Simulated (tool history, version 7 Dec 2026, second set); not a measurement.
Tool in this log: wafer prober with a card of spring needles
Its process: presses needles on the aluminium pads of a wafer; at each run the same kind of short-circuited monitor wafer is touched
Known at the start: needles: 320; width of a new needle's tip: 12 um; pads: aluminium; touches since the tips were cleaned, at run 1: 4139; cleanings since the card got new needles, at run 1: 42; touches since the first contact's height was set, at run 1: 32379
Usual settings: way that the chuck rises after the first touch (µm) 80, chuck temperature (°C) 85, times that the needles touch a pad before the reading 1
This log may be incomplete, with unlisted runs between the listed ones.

run   hour  way that the chuck rises after the first touch (µm)  chuck temperature (°C)  times that the needles touch a pad before the reading  touches since the tips were cleaned  cleanings since the card got new needles  touches since the first contact's height was set  resistance of one needle with its contact and lead (mohm)  way that a needle slides on the pad (µm)
  1      0                                                   80                      85                                                      1                                 4139                                        42                                             32379                                                        245                                     21.88
       3.6  -- tips cleaned on abrasive film
  2   19.1                                                   80                      85                                                      1                                 4599                                        43                                             38014                                                        249                                     21.69
      21.2  -- tips cleaned on abrasive film
      38.9  -- tips cleaned on abrasive film
  3   40.6                                                   80                      85                                                      1                                  518                                        45                                             44354                                                        247                                     21.62
      56.5  -- tips cleaned on abrasive film
  4   58.1                                                   80                      85                                                      2                                  480                                        46                                             49517                                                        247                                     21.71
        75  -- tips cleaned on abrasive film
  5     75                                                   80                      85                                                      1                                    0                                        47                                             54477                                                        250                                     21.73
      93.6  -- tips cleaned on abrasive film
  6   94.4                                                   80                      85                                                      1                                  240                                        48                                             60208                                                        248                                     21.69
     111.6  -- tips cleaned on abrasive film
  7  112.1                                                   74                      85                                                      1                                  141                                        49                                             65440                                                        248                                     20.04
     130.7  -- tips cleaned on abrasive film
  8  135.6                                                   80                      85                                                      2                                 1461                                        50                                             72397                                                        247                                     21.66
  9  147.5                                                   80                      85                                                      2                                 4998                                        50                                             75934                                                        251                                     21.75
     149.5  -- tips cleaned on abrasive film
 10  165.1                                                   87                      47                                                      1                                 4637                                        51                                             81119                                                        237                                     23.58
       167  -- tips cleaned on abrasive film
 11  178.7                                                   65                      85                                                      2                                 3488                                        52                                             85135                                                        252                                     17.55
     185.5  -- tips cleaned on abrasive film
 12  198.9                                                   72                      88                                                      1                                 3981                                        53                                             91084                                                        248                                     19.49
       203  -- tips cleaned on abrasive film
 13  219.1                                                   61                      48                                                      1                                 4788                                        54                                             97058                                                        241                                     16.38
     220.8  -- tips cleaned on abrasive film
     239.5  -- tips cleaned on abrasive film
 14    242                                                   61                      48                                                      1                                  756                                        56                                            103798                                                        240                                     16.45
 15    254                                                   81                      36                                                      3                                 4305                                        56                                            107347                                                        236                                     21.87

Describe how what the log doesn't record of the tool's condition differs between the last listed run preceding each entry between runs and the first listed run following it.
Run 1 -> run 2: tips cleaned on abrasive film (hour 3.6)
  drift of the gauge itself on scrub_um, %: 0 -> -0.05
  measured less the result without the state, way that a needle slides on the pad (µm): +0 -> -0.01
Run 2 -> run 3: tips cleaned on abrasive film (hour 21.2); tips cleaned on abrasive film (hour 38.9)
  debris on the tips, nm: 1.3 -> 0.5; way that the needles fall short of the set height, um: 0 -> 0.01; drift of the gauge itself on scrub_um, %: -0.05 -> -0.11
  measured less the result without the state, way that a needle slides on the pad (µm): -0.01 -> -0.03
Run 3 -> run 4: tips cleaned on abrasive film (hour 56.5)
  debris on the tips, nm: 0.5 -> 0.3; drift of the gauge itself on scrub_um, %: -0.11 -> -0.16
  measured less the result without the state, way that a needle slides on the pad (µm): -0.03 -> -0.03
Run 4 -> run 5: tips cleaned on abrasive film (hour 75)
  debris on the tips, nm: 0.3 -> 0.1; drift of the gauge itself on scrub_um, %: -0.16 -> -0.2
  measured less the result without the state, way that a needle slides on the pad (µm): -0.03 -> -0.04
Run 5 -> run 6: tips cleaned on abrasive film (hour 93.6)
  debris on the tips, nm: 0.1 -> 0.3; drift of the gauge itself on scrub_um, %: -0.2 -> -0.25
  measured less the result without the state, way that a needle slides on the pad (µm): -0.04 -> -0.06
Run 6 -> run 7: tips cleaned on abrasive film (hour 111.6)
  debris on the tips, nm: 0.3 -> 0.1; drift of the gauge itself on scrub_um, %: -0.25 -> -0.3
  measured less the result without the state, way that a needle slides on the pad (µm): -0.06 -> -0.06
Run 7 -> run 8: tips cleaned on abrasive film (hour 130.7)
  debris on the tips, nm: 0.1 -> 0.8; drift of the gauge itself on scrub_um, %: -0.3 -> -0.37
  measured less the result without the state, way that a needle slides on the pad (µm): -0.06 -> -0.09
Run 9 -> run 10: tips cleaned on abrasive film (hour 149.5)
  tips' diameter, um: 12.01 -> 12.02; drift of the gauge itself on scrub_um, %: -0.4 -> -0.45
  measured less the result without the state, way that a needle slides on the pad (µm): -0.09 -> -0.11
Run 10 -> run 11: tips cleaned on abrasive film (hour 167)
  debris on the tips, nm: 1.3 -> 1.2; drift of the gauge itself on scrub_um, %: -0.45 -> -0.48
  measured less the result without the state, way that a needle slides on the pad (µm): -0.11 -> -0.09
Run 11 -> run 12: tips cleaned on abrasive film (hour 185.5)
  drift of the gauge itself on scrub_um, %: -0.48 -> -0.54
  measured less the result without the state, way that a needle slides on the pad (µm): -0.09 -> -0.11
Run 12 -> run 13: tips cleaned on abrasive film (hour 203)
  debris on the tips, nm: 1.2 -> 1.3; drift of the gauge itself on scrub_um, %: -0.54 -> -0.59
  measured less the result without the state, way that a needle slides on the pad (µm): -0.11 -> -0.1
Run 13 -> run 14: tips cleaned on abrasive film (hour 220.8); tips cleaned on abrasive film (hour 239.5)
  debris on the tips, nm: 1.3 -> 0.4; way that the needles fall short of the set height, um: 0.01 -> 0.02; drift of the gauge itself on scrub_um, %: -0.59 -> -0.65
  measured less the result without the state, way that a needle slides on the pad (µm): -0.1 -> -0.12
